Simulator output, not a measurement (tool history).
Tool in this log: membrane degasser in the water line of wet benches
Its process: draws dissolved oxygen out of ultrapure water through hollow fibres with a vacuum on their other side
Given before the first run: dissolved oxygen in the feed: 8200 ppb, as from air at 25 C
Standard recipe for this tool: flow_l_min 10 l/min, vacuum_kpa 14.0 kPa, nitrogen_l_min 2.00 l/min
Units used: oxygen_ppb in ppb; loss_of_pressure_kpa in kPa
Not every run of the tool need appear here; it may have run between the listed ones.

{"run": 1, "hour": 0.0, "flow_l_min": 10, "vacuum_kpa": 14.0, "nitrogen_l_min": 2.0, "oxygen_ppb": 144.3, "loss_of_pressure_kpa": 42.15}
{"run": 2, "hour": 83.4, "flow_l_min": 10, "vacuum_kpa": 14.0, "nitrogen_l_min": 3.3, "oxygen_ppb": 94.4, "loss_of_pressure_kpa": 42.73}
{"run": 3, "hour": 164.8, "flow_l_min": 10, "vacuum_kpa": 14.0, "nitrogen_l_min": 0.92, "oxygen_ppb": 282.7, "loss_of_pressure_kpa": 42.52}
{"run": 4, "hour": 253.0, "flow_l_min": 10, "vacuum_kpa": 14.0, "nitrogen_l_min": 0.92, "oxygen_ppb": 283.6, "loss_of_pressure_kpa": 42.73}
{"run": 5, "hour": 389.9, "flow_l_min": 10, "vacuum_kpa": 14.0, "nitrogen_l_min": 2.0, "oxygen_ppb": 143.2, "loss_of_pressure_kpa": 42.2}
{"run": 6, "hour": 526.0, "flow_l_min": 10, "vacuum_kpa": 14.0, "nitrogen_l_min": 0.9, "oxygen_ppb": 288.3, "loss_of_pressure_kpa": 42.49}
{"run": 7, "hour": 618.0, "flow_l_min": 10, "vacuum_kpa": 14.0, "nitrogen_l_min": 0.9, "oxygen_ppb": 288.4, "loss_of_pressure_kpa": 42.35}
{"run": 8, "hour": 701.0, "flow_l_min": 10, "vacuum_kpa": 14.0, "nitrogen_l_min": 2.0, "oxygen_ppb": 144.1, "loss_of_pressure_kpa": 42.33}
{"run": 9, "hour": 802.3, "flow_l_min": 10, "vacuum_kpa": 14.0, "nitrogen_l_min": 2.0, "oxygen_ppb": 145.8, "loss_of_pressure_kpa": 41.95}
{"run": 10, "hour": 870.0, "flow_l_min": 10, "vacuum_kpa": 14.0, "nitrogen_l_min": 2.0, "oxygen_ppb": 144.9, "loss_of_pressure_kpa": 42.22}
{"run": 11, "hour": 1004.5, "flow_l_min": 10, "vacuum_kpa": 14.0, "nitrogen_l_min": 2.0, "oxygen_ppb": 144.2, "loss_of_pressure_kpa": 42.14}
{"hour": 1078.9, "done": "seals of the vacuum lines changed"}
{"run": 12, "hour": 1137.1, "flow_l_min": 10, "vacuum_kpa": 14.0, "nitrogen_l_min": 2.0, "oxygen_ppb": 145.2, "loss_of_pressure_kpa": 42.21}
{"run": 13, "hour": 1210.8, "flow_l_min": 10, "vacuum_kpa": 14.0, "nitrogen_l_min": 2.0, "oxygen_ppb": 144.1, "loss_of_pressure_kpa": 42.29}
{"run": 14, "hour": 1340.5, "flow_l_min": 10, "vacuum_kpa": 14.0, "nitrogen_l_min": 4.76, "oxygen_ppb": 71.2, "loss_of_pressure_kpa": 41.95}
{"run": 15, "hour": 1478.8, "flow_l_min": 10, "vacuum_kpa": 13.0, "nitrogen_l_min": 2.0, "oxygen_ppb": 133.2, "loss_of_pressure_kpa": 41.82}
{"run": 16, "hour": 1548.6, "flow_l_min": 8, "vacuum_kpa": 14.0, "nitrogen_l_min": 2.0, "oxygen_ppb": 109.9, "loss_of_pressure_kpa": 33.49}
{"run": 17, "hour": 1645.8, "flow_l_min": 8, "vacuum_kpa": 14.0, "nitrogen_l_min": 2.0, "oxygen_ppb": 110.2, "loss_of_pressure_kpa": 33.57}
{"run": 18, "hour": 1730.5, "flow_l_min": 10, "vacuum_kpa": 14.0, "nitrogen_l_min": 1.82, "oxygen_ppb": 156.8, "loss_of_pressure_kpa": 41.64}
{"run": 19, "hour": 1814.8, "flow_l_min": 10, "vacuum_kpa": 34.9, "nitrogen_l_min": 3.16, "oxygen_ppb": 255.4, "loss_of_pressure_kpa": 41.78}
{"run": 20, "hour": 1956.0, "flow_l_min": 10, "vacuum_kpa": 34.9, "nitrogen_l_min": 3.16, "oxygen_ppb": 253.8, "loss_of_pressure_kpa": 41.87}
{"run": 21, "hour": 2018.9, "flow_l_min": 9, "vacuum_kpa": 16.8, "nitrogen_l_min": 2.0, "oxygen_ppb": 156.0, "loss_of_pressure_kpa": 37.56}
{"run": 22, "hour": 2147.6, "flow_l_min": 7, "vacuum_kpa": 16.5, "nitrogen_l_min": 3.72, "oxygen_ppb": 64.9, "loss_of_pressure_kpa": 28.81}
{"run": 23, "hour": 2225.5, "flow_l_min": 7, "vacuum_kpa": 8.7, "nitrogen_l_min": 3.72, "oxygen_ppb": 28.1, "loss_of_pressure_kpa": 28.89}
{"run": 24, "hour": 2332.0, "flow_l_min": 9, "vacuum_kpa": 16.0, "nitrogen_l_min": 0.98, "oxygen_ppb": 280.1, "loss_of_pressure_kpa": 37.57}
{"run": 25, "hour": 2465.4, "flow_l_min": 11, "vacuum_kpa": 31.0, "nitrogen_l_min": 2.13, "oxygen_ppb": 355.7, "loss_of_pressure_kpa": 45.34}
{"run": 26, "hour": 2583.3, "flow_l_min": 7, "vacuum_kpa": 14.0, "nitrogen_l_min": 1.52, "oxygen_ppb": 122.9, "loss_of_pressure_kpa": 28.83}
{"run": 27, "hour": 2642.5, "flow_l_min": 10, "vacuum_kpa": 14.0, "nitrogen_l_min": 5.54, "oxygen_ppb": 62.9, "loss_of_pressure_kpa": 41.81}
{"run": 28, "hour": 2704.8, "flow_l_min": 10, "vacuum_kpa": 14.0, "nitrogen_l_min": 5.54, "oxygen_ppb": 62.6, "loss_of_pressure_kpa": 41.3}
{"hour": 2717.1, "done": "gauge calibrated"}
{"hour": 2836.5, "done": "vacuum gauge calibrated"}
{"run": 29, "hour": 2836.5, "flow_l_min": 6, "vacuum_kpa": 31.8, "nitrogen_l_min": 5.54, "oxygen_ppb": 78.3, "loss_of_pressure_kpa": 25.32}
{"run": 30, "hour": 2923.7, "flow_l_min": 6, "vacuum_kpa": 31.8, "nitrogen_l_min": 5.54, "oxygen_ppb": 77.5, "loss_of_pressure_kpa": 25.26}
{"run": 31, "hour": 3002.0, "flow_l_min": 10, "vacuum_kpa": 14.0, "nitrogen_l_min": 4.08, "oxygen_ppb": 79.0, "loss_of_pressure_kpa": 42.81}

Below are 4 alternative next runs, each starting from the tool's condition after run 31. Predict each:
{"run": "A", "hour": 3121.3, "flow_l_min": 11, "vacuum_kpa": 9.5, "nitrogen_l_min": 1.29, "oxygen_ppb": "?", "loss_of_pressure_kpa": "?"}
{"run": "B", "hour": 3121.3, "flow_l_min": 7, "vacuum_kpa": 32.5, "nitrogen_l_min": 4.08, "oxygen_ppb": "?", "loss_of_pressure_kpa": "?"}
{"run": "C", "hour": 3121.3, "flow_l_min": 10, "vacuum_kpa": 35.0, "nitrogen_l_min": 1.6, "oxygen_ppb": "?", "loss_of_pressure_kpa": "?"}
{"run": "D", "hour": 3121.3, "flow_l_min": 15, "vacuum_kpa": 8.6, "nitrogen_l_min": 1.23, "oxygen_ppb": "?", "loss_of_pressure_kpa": "?"}

run=A oxygen_ppb=147.2 loss_of_pressure_kpa=46.78
run=B oxygen_ppb=127.2 loss_of_pressure_kpa=29.64
run=C oxygen_ppb=464.4 loss_of_pressure_kpa=42.33
run=D oxygen_ppb=216.3 loss_of_pressure_kpa=63.32
Take away the tool's hidden state, keep each run's random variation, and the runs would have read:
run=A oxygen_ppb=147.0 loss_of_pressure_kpa=46.90
run=B oxygen_ppb=127.1 loss_of_pressure_kpa=29.71
run=C oxygen_ppb=464.1 loss_of_pressure_kpa=42.44
run=D oxygen_ppb=215.7 loss_of_pressure_kpa=63.48
